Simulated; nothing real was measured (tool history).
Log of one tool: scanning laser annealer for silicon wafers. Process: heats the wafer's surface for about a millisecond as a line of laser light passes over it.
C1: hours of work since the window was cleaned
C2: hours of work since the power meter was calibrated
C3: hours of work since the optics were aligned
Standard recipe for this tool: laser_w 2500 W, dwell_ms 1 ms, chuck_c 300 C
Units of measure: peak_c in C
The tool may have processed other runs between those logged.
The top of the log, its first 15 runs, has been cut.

Run 16, hour 157.1: usual settings; C1 570; C2 394; C3 268. Result: peak_c 1116 C.
Run 17, hour 171.7: usual settings; C1 582; C2 405; C3 279. Result: peak_c 1112 C.
Run 18, hour 186.2: usual settings but laser_w 2662 W; C1 593; C2 416; C3 291. Result: peak_c 1165 C.
Run 19, hour 192.6: usual settings but laser_w 2662 W; C1 598; C2 421; C3 296. Result: peak_c 1166 C.
Run 20, hour 204.5: usual settings; C1 607; C2 430; C3 305. Result: peak_c 1115 C.
Run 21, hour 216.1: usual settings but laser_w 2735 W, dwell_ms 0.73 ms, chuck_c 337 C; C1 616; C2 439; C3 314. Result: peak_c 1075 C.
Run 22, hour 224.7: usual settings but laser_w 2701 W, dwell_ms 1.23 ms, chuck_c 299 C; C1 623; C2 446; C3 320. Result: peak_c 1286 C.
Run 23, hour 231.7: usual settings but laser_w 2701 W, dwell_ms 1.23 ms, chuck_c 299 C; C1 628; C2 452; C3 326. Result: peak_c 1286 C.
At hour 234.7: window over the wafer cleaned.
Run 24, hour 248.7: usual settings but laser_w 2514 W, dwell_ms 0.76 ms, chuck_c 288 C; C1 11; C2 463; C3 338. Result: peak_c 979 C.
Run 25, hour 262.2: usual settings but laser_w 2460 W, chuck_c 260 C; C1 21; C2 474; C3 348. Result: peak_c 1057 C.
Run 26, hour 268.9: usual settings but laser_w 2460 W, chuck_c 260 C; C1 27; C2 479; C3 353. Result: peak_c 1051 C.
At hour 282: window over the wafer cleaned, once more.
Run 27, hour 284.1: usual settings but laser_w 2460 W, chuck_c 260 C; C1 2; C2 489; C3 363. Result: peak_c 1078 C.
Run 28, hour 298.8: usual settings but laser_w 2460 W, dwell_ms 1.13 ms, chuck_c 315 C; C1 13; C2 500; C3 375. Result: peak_c 1195 C.
Run 29, hour 305.4: usual settings but laser_w 2460 W, dwell_ms 1.13 ms, chuck_c 315 C; C1 18; C2 506; C3 380. Result: peak_c 1196 C.
Run 30, hour 320.3: usual settings but laser_w 2186 W, dwell_ms 0.79 ms, chuck_c 281 C; C1 30; C2 517; C3 392. Result: peak_c 920 C.
Run 31, hour 331: usual settings but laser_w 2186 W, dwell_ms 0.79 ms, chuck_c 281 C; C1 38; C2 525; C3 400. Result: peak_c 919 C.
Run 32, hour 342.4: usual settings but laser_w 2140 W, dwell_ms 1.07 ms, chuck_c 292 C; C1 47; C2 534; C3 409. Result: peak_c 1036 C.
Run 33, hour 356.9: usual settings but laser_w 2140 W, dwell_ms 1.07 ms, chuck_c 292 C; C1 58; C2 546; C3 420. Result: peak_c 1036 C.
Run 34, hour 368: usual settings but laser_w 2324 W, dwell_ms 1.21 ms, chuck_c 292 C; C1 67; C2 554; C3 429. Result: peak_c 1156 C.
Run 35, hour 374.1: usual settings but chuck_c 307 C; C1 71; C2 559; C3 433. Result: peak_c 1136 C.
Run 36, hour 381.6: usual settings but laser_w 2134 W, dwell_ms 0.91 ms; C1 77; C2 565; C3 439. Result: peak_c 976 C.
Run 37, hour 391.4: usual settings but laser_w 2134 W, dwell_ms 0.91 ms; C1 85; C2 572; C3 447. Result: peak_c 976 C.
Run 38, hour 399.5: usual settings but laser_w 2134 W, dwell_ms 0.91 ms; C1 91; C2 579; C3 453. Result: peak_c 973 C.
Run 39, hour 414.1: usual settings but laser_w 2343 W, dwell_ms 1.04 ms; C1 102; C2 590; C3 464. Result: peak_c 1095 C.
Run 40, hour 422.5: usual settings but laser_w 2324 W, dwell_ms 1.11 ms, chuck_c 327 C; C1 109; C2 596; C3 471. Result: peak_c 1147 C.

Forecast each of these 4 alternatives for the next run:
Run A, hour 432.6: usual settings but laser_w 2178 W, dwell_ms 0.95 ms, chuck_c 323 C; C1 117; C2 604; C3 479. Result: peak_c ?.
Run B, hour 432.6: usual settings but laser_w 2324 W, dwell_ms 1.11 ms, chuck_c 330 C; C1 117; C2 604; C3 479. Result: peak_c ?.
Run C, hour 432.6: usual settings but laser_w 2633 W; C1 117; C2 604; C3 479. Result: peak_c ?.
Run D, hour 432.6: usual settings but laser_w 2570 W; C1 117; C2 604; C3 479. Result: peak_c ?.

run  peak_c
  A    1027
  B    1149
  C    1171
  D    1152
With no hidden state in the tool, these same runs would have given:
run  peak_c
  A    1045
  B    1169
  C    1193
  D    1173
